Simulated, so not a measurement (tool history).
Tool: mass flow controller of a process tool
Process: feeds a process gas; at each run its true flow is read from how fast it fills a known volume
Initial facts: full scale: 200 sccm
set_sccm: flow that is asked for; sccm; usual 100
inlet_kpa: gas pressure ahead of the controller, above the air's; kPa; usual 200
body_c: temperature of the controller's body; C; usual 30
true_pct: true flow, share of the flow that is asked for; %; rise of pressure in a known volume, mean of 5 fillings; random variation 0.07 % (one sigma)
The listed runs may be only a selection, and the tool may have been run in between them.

run,hour,set_sccm,inlet_kpa,body_c,true_pct
1,0.0,100,200,30,99.08
2,530.8,100,200,30,99.03
3,978.1,100,200,30,99.13
4,1242.8,100,200,30,99.01
5,1641.9,96,200,30,98.98
6,2054.9,52,200,30,98.36
7,2310.8,52,200,30,98.48
8,2845.9,52,200,30,98.41
9,3091.5,100,259,30,99.56
10,3521.8,100,259,30,99.56
11,4082.5,100,259,30,99.60
12,4430.6,91,200,30,98.90
13,4931.8,124,200,30,99.39
14,5205.6,100,200,30,99.03
15,5492.0,100,200,30,99.05
16,5853.0,100,200,30,99.21
17,6117.9,100,200,30,99.11
18,6559.0,100,200,22,98.34
19,6849.4,100,200,30,99.10
20,7306.9,100,200,30,99.02
21,7674.8,29,200,30,98.07
22,8077.2,29,200,30,98.13
23,8512.4,29,200,33,98.31
24,8909.4,29,200,33,98.27
25,9334.6,29,200,33,98.31
26,9812.7,28,174,36,98.40
27,10269.3,100,193,26,98.66
28,10565.3,28,193,26,97.58
# hour 10867.4: controller's zero set anew
29,10876.8,154,225,39,100.98
30,11386.7,20,200,31,97.96
31,11640.2,188,254,23,99.97
32,12007.0,188,254,23,99.92
33,12536.1,188,254,23,100.05
34,13055.9,100,151,33,98.93
35,13402.2,98,141,30,98.48
36,13821.8,100,178,35,99.48
37,14064.6,100,178,35,99.37
38,14368.1,100,178,35,99.33
39,14670.8,100,178,35,99.27
40,15036.8,100,178,35,99.41
41,15531.5,100,178,35,99.46
42,16015.2,80,252,26,98.69
43,16301.1,80,252,35,99.66
44,16705.8,27,177,31,97.91
45,17076.4,25,200,20,96.82

Predict each of these 5 candidate next runs independently; none follows another, all start after run 45:
# hour 17595.8: controller exchanged for a calibrated one
A,17618.6,87,200,25,?
# hour 17595.8: controller exchanged for a calibrated one
B,17618.6,192,198,37,?
# hour 17595.8: controller exchanged for a calibrated one
C,17618.6,25,200,33,?
# hour 17595.8: controller exchanged for a calibrated one
D,17618.6,100,200,26,?
# hour 17595.8: controller exchanged for a calibrated one
E,17618.6,59,200,37,?

run,true_pct
A,98.42
B,100.94
C,98.30
D,98.67
E,99.06
Without the tool's hidden state the same runs would have given:
run,true_pct
A,98.42
B,100.94
C,98.30
D,98.67
E,99.06
